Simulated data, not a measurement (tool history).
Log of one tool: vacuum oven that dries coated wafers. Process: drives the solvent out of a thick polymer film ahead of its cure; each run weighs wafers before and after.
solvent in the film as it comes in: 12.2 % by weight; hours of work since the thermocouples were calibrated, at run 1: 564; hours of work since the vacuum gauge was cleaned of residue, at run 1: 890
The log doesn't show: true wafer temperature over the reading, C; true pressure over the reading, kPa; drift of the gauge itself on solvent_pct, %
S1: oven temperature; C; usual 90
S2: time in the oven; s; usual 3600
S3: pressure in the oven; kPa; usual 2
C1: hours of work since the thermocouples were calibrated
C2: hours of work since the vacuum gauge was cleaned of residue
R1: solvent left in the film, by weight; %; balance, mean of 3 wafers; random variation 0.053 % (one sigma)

Run 1, hour 0: usual settings; C1 564; C2 890. Result: R1 1.87 %.
Run 2, hour 81.3: usual settings but S2 2820 s; C1 628; C2 954. Result: R1 2.47 %.
Run 3, hour 144.2: usual settings but S2 2820 s; C1 678; C2 1004. Result: R1 2.56 %.
Run 4, hour 240.6: usual settings but S2 2820 s; C1 754; C2 1081. Result: R1 2.42 %.
Run 5, hour 337.8: usual settings but S2 2820 s; C1 832; C2 1158. Result: R1 2.61 %.
Run 6, hour 381.5: usual settings but S2 5160 s; C1 866; C2 1192. Result: R1 1.24 %.
Run 7, hour 434.4: usual settings but S1 84 C; C1 908; C2 1234. Result: R1 2.7 %.
Run 8, hour 504.1: usual settings but S1 84 C; C1 963; C2 1290. Result: R1 2.72 %.
Run 9, hour 569.6: usual settings but S1 84 C; C1 1015; C2 1342. Result: R1 2.68 %.
Run 10, hour 614.9: usual settings; C1 1051; C2 1378. Result: R1 1.92 %.
Run 11, hour 684: usual settings; C1 1106; C2 1432. Result: R1 1.9 %.
Run 12, hour 727.9: usual settings; C1 1141; C2 1467. Result: R1 1.89 %.
Run 13, hour 817.7: usual settings; C1 1212; C2 1538. Result: R1 1.81 %.
Run 14, hour 869.8: usual settings; C1 1254; C2 1580. Result: R1 1.87 %.
Run 15, hour 963.1: usual settings but S2 4560 s; C1 1328; C2 1654. Result: R1 1.43 %.
Run 16, hour 1006.5: usual settings but S2 4560 s; C1 1362; C2 1688. Result: R1 1.32 %.
Run 17, hour 1071.3: usual settings; C1 1413; C2 1740. Result: R1 1.83 %.
Run 18, hour 1144.5: usual settings; C1 1471; C2 1798. Result: R1 1.92 %.
Run 19, hour 1185.1: usual settings; C1 1504; C2 1830. Result: R1 1.86 %.
Run 20, hour 1273.8: usual settings; C1 1574; C2 1900. Result: R1 1.82 %.
Run 21, hour 1328.9: usual settings; C1 1618; C2 1944. Result: R1 1.81 %.
Run 22, hour 1423: usual settings but S1 95 C, S3 1.8 kPa; C1 1692; C2 2019. Result: R1 1.32 %.
Run 23, hour 1471.6: usual settings but S1 97 C, S3 1.8 kPa; C1 1731; C2 2057. Result: R1 1.13 %.
At hour 1502.8: oven's thermocouples calibrated.
Run 24, hour 1572.5: usual settings but S1 97 C, S2 3060 s, S3 3.8 kPa; C1 55; C2 2136. Result: R1 2.01 %.
Run 25, hour 1666.3: usual settings but S1 97 C, S3 3.31 kPa; C1 130; C2 2210. Result: R1 1.61 %.
Run 26, hour 1741.2: usual settings but S1 102 C, S2 6360 s, S3 3.31 kPa; C1 189; C2 2269. Result: R1 0.87 %.
Run 27, hour 1837.7: usual settings but S1 102 C, S2 6360 s, S3 3.31 kPa; C1 266; C2 2346. Result: R1 0.86 %.
Run 28, hour 1882.7: usual settings but S1 102 C, S2 6360 s, S3 3.31 kPa; C1 301; C2 2382. Result: R1 0.83 %.
Run 29, hour 1936.4: usual settings but S1 85 C, S2 5400 s, S3 2.45 kPa; C1 344; C2 2424. Result: R1 1.81 %.
Run 30, hour 2035.1: usual settings but S1 86 C, S2 2880 s, S3 1.25 kPa; C1 422; C2 2503. Result: R1 2.72 %.
Run 31, hour 2100.7: usual settings but S1 86 C, S2 2880 s, S3 1.25 kPa; C1 474; C2 2555. Result: R1 2.81 %.
Run 32, hour 2145.3: usual settings but S1 86 C, S2 2880 s, S3 1.25 kPa; C1 510; C2 2590. Result: R1 2.7 %.
Run 33, hour 2226.9: usual settings but S1 86 C, S2 2880 s, S3 1.25 kPa; C1 574; C2 2655. Result: R1 2.69 %.
Run 34, hour 2304.4: usual settings but S2 2340 s; C1 636; C2 2716. Result: R1 3.01 %.
Run 35, hour 2403.6: usual settings but S1 95 C, S2 3780 s, S3 2.32 kPa; C1 715; C2 2795. Result: R1 1.32 %.
Run 36, hour 2496.1: usual settings but S1 95 C, S2 3780 s, S3 2.32 kPa; C1 788; C2 2868. Result: R1 1.39 %.
Run 37, hour 2555.4: usual settings but S1 97 C, S2 2040 s, S3 3.57 kPa; C1 835; C2 2915. Result: R1 2.85 %.
Run 38, hour 2600.8: usual settings but S1 97 C, S2 2040 s, S3 3.57 kPa; C1 871; C2 2951. Result: R1 3.02 %.
Run 39, hour 2664.1: usual settings but S1 97 C, S2 4200 s, S3 1.67 kPa; C1 921; C2 3002. Result: R1 0.89 %.
Run 40, hour 2764.7: usual settings but S1 77 C, S2 2760 s, S3 1.67 kPa; C1 1001; C2 3081. Result: R1 4.67 %.
Run 41, hour 2835.4: usual settings but S1 83 C, S3 1.71 kPa; C1 1057; C2 3137. Result: R1 2.71 %.

5 ways to go on from here, each from the tool as it stands after run 41. What would each give?
Run A, hour 2936.2: usual settings but S2 5160 s, S3 4.1 kPa; C1 1137; C2 3217. Result: R1 ?.
Run B, hour 2936.2: usual settings but S1 102 C, S3 6.25 kPa; C1 1137; C2 3217. Result: R1 ?.
Run C, hour 2936.2: usual settings but S1 80 C, S3 3.23 kPa; C1 1137; C2 3217. Result: R1 ?.
Run D, hour 2936.2: usual settings but S1 91 C, S2 4560 s, S3 1.51 kPa; C1 1137; C2 3217. Result: R1 ?.
Run E, hour 2936.2: usual settings but S1 93 C, S2 5100 s, S3 6.68 kPa; C1 1137; C2 3217. Result: R1 ?.

run    R1
  A  1.99
  B  1.75
  C  3.76
  D   1.2
  E  2.56
Without the tool's hidden state the same runs would have given:
run    R1
  A  1.97
  B  1.73
  C  3.72
  D  1.18
  E  2.53
